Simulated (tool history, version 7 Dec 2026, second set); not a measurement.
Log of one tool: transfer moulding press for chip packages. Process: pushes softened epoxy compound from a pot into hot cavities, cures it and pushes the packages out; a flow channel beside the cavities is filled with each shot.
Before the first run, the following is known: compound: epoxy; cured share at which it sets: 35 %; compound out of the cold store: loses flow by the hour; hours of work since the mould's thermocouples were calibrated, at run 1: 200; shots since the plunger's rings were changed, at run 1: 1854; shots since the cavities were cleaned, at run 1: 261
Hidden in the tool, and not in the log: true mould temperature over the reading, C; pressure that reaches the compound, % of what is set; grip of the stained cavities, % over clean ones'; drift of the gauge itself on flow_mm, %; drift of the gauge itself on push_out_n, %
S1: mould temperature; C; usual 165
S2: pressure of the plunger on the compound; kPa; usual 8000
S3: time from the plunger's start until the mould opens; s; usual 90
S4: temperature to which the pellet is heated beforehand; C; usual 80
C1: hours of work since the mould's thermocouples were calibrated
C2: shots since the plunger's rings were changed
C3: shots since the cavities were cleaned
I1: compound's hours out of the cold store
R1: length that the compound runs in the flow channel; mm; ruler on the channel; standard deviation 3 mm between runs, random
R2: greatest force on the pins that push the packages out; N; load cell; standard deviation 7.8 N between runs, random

run,day,S1,S2,S3,S4,C1,C2,C3,I1,R1,R2
1,0.000,165,8000,90,80,200,1854,261,36.4,892,396
2,1.171,165,8000,90,80,213,2153,560,31.6,892,447
3,2.075,165,8000,90,80,224,2383,790,24.2,909,486
# day 2.671: cavities cleaned with cleaning compound and waxed
4,3.092,165,7270,90,80,235,2626,107,47.1,815,352
5,4.250,165,7270,90,80,248,2921,402,30.1,847,432
6,5.475,165,7270,90,80,263,3233,714,23.6,857,479
# day 5.683: mould's thermocouples calibrated
# day 6.404: cavities cleaned with cleaning compound and waxed
7,6.442,165,7270,90,80,8,3443,10,27.3,843,328
8,7.492,165,8000,90,80,20,3711,278,24.8,885,417
# day 7.783: plunger's sealing rings changed
9,8.938,165,8000,90,80,36,295,620,28.5,930,487
10,9.733,165,6960,90,80,45,497,822,28.9,861,491
# day 10.200: cavities cleaned with cleaning compound and waxed
11,11.233,165,6960,90,80,62,863,263,14.0,887,402
# day 11.658: mould's thermocouples calibrated, once more
12,12.221,166,6360,97,80,7,1094,494,23.3,825,399
13,13.554,166,6300,97,82,22,1434,834,10.5,839,432
# day 13.938: cavities cleaned with cleaning compound and waxed
14,14.379,166,6300,97,82,31,1627,112,25.4,807,313
15,15.129,166,6300,97,82,40,1818,303,41.7,771,362
16,16.375,166,6300,97,82,54,2136,621,8.1,835,399
17,17.242,161,8000,90,78,64,2357,842,37.5,899,615
# day 17.688: cavities cleaned with cleaning compound and waxed
18,18.662,161,8000,90,78,80,2703,249,33.6,904,530
19,19.483,161,8000,90,78,90,2912,458,40.9,884,578

Predict each of these 3 candidate next runs independently; none follows another, all start after run 19:
A,20.925,165,7870,119,80,107,3279,825,9.4,?,?
B,20.925,165,7800,78,80,107,3279,825,42.6,?,?
C,20.925,170,7710,90,90,107,3279,825,35.5,?,?

run,R1,R2
A,914,402
B,838,641
C,819,403
Take away the tool's hidden state, keep each run's random variation, and the runs would have read:
run,R1,R2
A,970,274
B,890,439
C,870,272

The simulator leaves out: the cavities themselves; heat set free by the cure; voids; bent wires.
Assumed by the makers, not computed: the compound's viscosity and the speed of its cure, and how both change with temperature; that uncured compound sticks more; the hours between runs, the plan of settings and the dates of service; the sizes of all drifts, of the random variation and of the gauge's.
